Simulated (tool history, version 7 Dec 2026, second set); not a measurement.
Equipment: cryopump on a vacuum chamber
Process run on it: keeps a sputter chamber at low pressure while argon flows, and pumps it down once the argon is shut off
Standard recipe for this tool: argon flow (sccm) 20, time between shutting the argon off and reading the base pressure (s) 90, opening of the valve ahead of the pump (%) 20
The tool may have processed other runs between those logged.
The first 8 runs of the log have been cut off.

run     day  argon flow (sccm)  time between shutting the argon off and reading the base pressure (s)  opening of the valve ahead of the pump (%)  hours of work since the pump was warmed up and emptied  hours of work since the cold head was overhauled  hours of work since the chamber's fittings were tightened  pressure while argon flows (Pa)  pressure after the wait (uPa)
  9  11.050                 20                                                                     90                                          16                                                     307                                               307                                                       1138                           0.0992                           1.07
 10  13.033                 20                                                                     90                                          16                                                     341                                               341                                                       1172                           0.0987                           1.11
 11  14.146                 20                                                                     90                                          20                                                     360                                               360                                                       1190                           0.0803                           1.11
     16.188  -- leaking fittings of the chamber tightened, without venting
 12  16.362                 20                                                                     90                                          20                                                     396                                               396                                                          3                           0.0794                           0.62
 13  18.533                 20                                                                     90                                          20                                                     432                                               432                                                         40                           0.0795                           0.62
 14  20.529                 20                                                                     90                                          20                                                     466                                               466                                                         73                           0.0801                           0.69
 15  22.138                 20                                                                     90                                          20                                                     493                                               493                                                        101                           0.0804                           0.67
 16  23.917                 12                                                                     90                                          20                                                     523                                               523                                                        131                           0.0472                           0.68
 17  25.062                 20                                                                     90                                          20                                                     543                                               543                                                        150                           0.0800                           0.71
 18  26.929                 20                                                                    276                                          25                                                     574                                               574                                                        182                           0.0637                           0.43
 19  27.879                 20                                                                    276                                          25                                                     590                                               590                                                        198                           0.0646                           0.42
 20  29.858                 34                                                                     50                                          20                                                     624                                               624                                                        231                           0.1363                           1.08
 21  31.675                 18                                                                     47                                          41                                                     655                                               655                                                        262                           0.0361                           1.19
 22  33.475                 15                                                                     90                                          20                                                     685                                               685                                                        292                           0.0607                           0.72
 23  35.150                 17                                                                     62                                          24                                                     713                                               713                                                        321                           0.0572                           0.99
 24  37.008                 17                                                                     62                                          24                                                     745                                               745                                                        352                           0.0573                           1.02
 25  38.538                 17                                                                     62                                          24                                                     771                                               771                                                        378                           0.0568                           1.06
 26  40.654                 17                                                                    207                                          24                                                     806                                               806                                                        414                           0.0584                           0.54
     41.654  -- pump warmed up, emptied and cooled again
 27  41.846                 16                                                                    207                                          38                                                       3                                               823                                                        430                           0.0335                           0.52
 28  43.854                 22                                                                     37                                          31                                                      37                                               857                                                        464                           0.0556                           1.50
 29  45.058                 22                                                                    112                                          31                                                      58                                               877                                                        485                           0.0560                           0.67
 30  45.983                 10                                                                     20                                          18                                                      73                                               893                                                        500                           0.0425                           2.42
 31  47.583                 18                                                                    101                                          22                                                     100                                               920                                                        527                           0.0635                           0.79
 32  48.738                 12                                                                     73                                          17                                                     120                                               940                                                        547                           0.0552                           0.96

Forecast run 33:
 33  49.608                  8                                                                     46                                          24                                                     135                                               954                                                        562                                ?                              ?

Run 33 measured pressure while argon flows (Pa) 0.0254, pressure after the wait (uPa) 1.31.
On a tool with no hidden condition, and with the same random variation, this run would have come out at pressure while argon flows (Pa) 0.0252, pressure after the wait (uPa) 1.08.

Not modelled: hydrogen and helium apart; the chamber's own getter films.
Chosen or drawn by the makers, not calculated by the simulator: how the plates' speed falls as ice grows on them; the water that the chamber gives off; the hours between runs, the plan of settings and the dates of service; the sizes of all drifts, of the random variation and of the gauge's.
